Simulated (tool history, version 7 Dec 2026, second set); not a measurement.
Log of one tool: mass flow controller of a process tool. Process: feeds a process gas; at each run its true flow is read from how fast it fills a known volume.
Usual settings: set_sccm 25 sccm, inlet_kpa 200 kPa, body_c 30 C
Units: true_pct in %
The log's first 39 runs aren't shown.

Run 40, day 450.417: usual settings but set_sccm 15 sccm, inlet_kpa 231 kPa, body_c 26 C. Result: true_pct 98.11 %.
At day 453.938: controller's zero set anew.
Run 41, day 461.454: usual settings but set_sccm 15 sccm, inlet_kpa 231 kPa, body_c 26 C. Result: true_pct 99.64 %.
Run 42, day 472.433: usual settings but set_sccm 15 sccm, inlet_kpa 161 kPa, body_c 27 C. Result: true_pct 100.06 %.
Run 43, day 488.392: usual settings but set_sccm 27 sccm, inlet_kpa 215 kPa. Result: true_pct 100.3 %.
Run 44, day 496.921: usual settings but set_sccm 9 sccm, inlet_kpa 158 kPa, body_c 24 C. Result: true_pct 99.84 %.
Run 45, day 509.988: usual settings but set_sccm 9 sccm, inlet_kpa 158 kPa, body_c 24 C. Result: true_pct 99.68 %.
Run 46, day 522.954: usual settings but set_sccm 9 sccm, inlet_kpa 158 kPa, body_c 24 C. Result: true_pct 99.63 %.
Run 47, day 533.267: usual settings but set_sccm 8 sccm, inlet_kpa 196 kPa, body_c 34 C. Result: true_pct 98.31 %.
Run 48, day 548.488: usual settings but set_sccm 6 sccm, inlet_kpa 212 kPa, body_c 34 C. Result: true_pct 97.65 %.

4 ways to go on from here, each from the tool as it stands after run 48. What would each give?
Run A, day 563.967: usual settings but inlet_kpa 253 kPa. Result: true_pct ?.
Run B, day 563.967: usual settings but inlet_kpa 172 kPa. Result: true_pct ?.
Run C, day 563.967: usual settings but inlet_kpa 258 kPa, body_c 25 C. Result: true_pct ?.
Run D, day 563.967: usual settings but set_sccm 9 sccm, inlet_kpa 158 kPa, body_c 28 C. Result: true_pct ?.

run  true_pct
  A    100.05
  B     100.7
  C    100.36
  D     99.12
Without the tool's hidden state the same runs would have given:
run  true_pct
  A     97.76
  B     98.41
  C     98.07
  D      97.7
